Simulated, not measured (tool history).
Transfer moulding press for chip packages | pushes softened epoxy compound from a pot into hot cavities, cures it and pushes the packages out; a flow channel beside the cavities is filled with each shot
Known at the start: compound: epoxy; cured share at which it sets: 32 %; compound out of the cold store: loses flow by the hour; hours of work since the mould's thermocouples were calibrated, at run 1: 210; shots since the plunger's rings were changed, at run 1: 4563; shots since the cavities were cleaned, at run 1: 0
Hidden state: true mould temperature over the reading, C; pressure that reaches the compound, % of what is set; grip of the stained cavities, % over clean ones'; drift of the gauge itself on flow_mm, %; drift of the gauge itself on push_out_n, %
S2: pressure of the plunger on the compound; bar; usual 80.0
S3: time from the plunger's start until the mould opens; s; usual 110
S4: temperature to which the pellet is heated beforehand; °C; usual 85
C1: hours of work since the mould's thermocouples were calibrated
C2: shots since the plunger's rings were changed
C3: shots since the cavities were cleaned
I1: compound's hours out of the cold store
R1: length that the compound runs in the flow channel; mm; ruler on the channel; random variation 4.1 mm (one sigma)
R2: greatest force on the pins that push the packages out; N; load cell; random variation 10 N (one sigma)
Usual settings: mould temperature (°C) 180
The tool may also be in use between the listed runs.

{"run": 1, "hour": 0.0, "mould temperature (°C)": 180, "S2": 80.0, "S3": 110, "S4": 85, "C1": 210, "C2": 4563, "C3": 0, "I1": 42.3, "R1": 568, "R2": 470}
{"run": 2, "hour": 17.5, "mould temperature (°C)": 180, "S2": 80.0, "S3": 110, "S4": 85, "C1": 219, "C2": 4727, "C3": 164, "I1": 41.0, "R1": 569, "R2": 540}
{"run": 3, "hour": 32.5, "mould temperature (°C)": 180, "S2": 80.0, "S3": 110, "S4": 85, "C1": 227, "C2": 4868, "C3": 305, "I1": 45.3, "R1": 572, "R2": 590}
{"hour": 36.4, "done": "mould's thermocouples calibrated"}
{"run": 4, "hour": 57.0, "mould temperature (°C)": 180, "S2": 80.0, "S3": 110, "S4": 85, "C1": 11, "C2": 5080, "C3": 517, "I1": 38.6, "R1": 576, "R2": 689}
{"hour": 71.5, "done": "cavities cleaned with cleaning compound and waxed"}
{"run": 5, "hour": 85.7, "mould temperature (°C)": 180, "S2": 80.0, "S3": 110, "S4": 85, "C1": 26, "C2": 5335, "C3": 133, "I1": 12.3, "R1": 640, "R2": 543}
{"hour": 104.3, "done": "mould's thermocouples calibrated, once more"}
{"run": 6, "hour": 111.8, "mould temperature (°C)": 180, "S2": 69.0, "S3": 97, "S4": 75, "C1": 4, "C2": 5561, "C3": 359, "I1": 30.2, "R1": 542, "R2": 736}
{"run": 7, "hour": 124.1, "mould temperature (°C)": 182, "S2": 80.8, "S3": 93, "S4": 77, "C1": 11, "C2": 5677, "C3": 475, "I1": 13.8, "R1": 631, "R2": 775}
{"run": 8, "hour": 138.4, "mould temperature (°C)": 181, "S2": 90.9, "S3": 149, "S4": 89, "C1": 18, "C2": 5811, "C3": 609, "I1": 29.2, "R1": 620, "R2": 598}

The next listed run, before its measurement:
{"hour": 143.2, "done": "cavities cleaned with cleaning compound and waxed"}
{"hour": 156.4, "done": "plunger's sealing rings changed"}
{"run": 9, "hour": 166.9, "mould temperature (°C)": 181, "S2": 90.9, "S3": 105, "S4": 80, "C1": 31, "C2": 98, "C3": 199, "I1": 32.9, "R1": "?", "R2": "?"}

R1: 670 mm
R2: 571 N
Without the tool's hidden state the same run would have given R1 673 mm, R2 477 N.

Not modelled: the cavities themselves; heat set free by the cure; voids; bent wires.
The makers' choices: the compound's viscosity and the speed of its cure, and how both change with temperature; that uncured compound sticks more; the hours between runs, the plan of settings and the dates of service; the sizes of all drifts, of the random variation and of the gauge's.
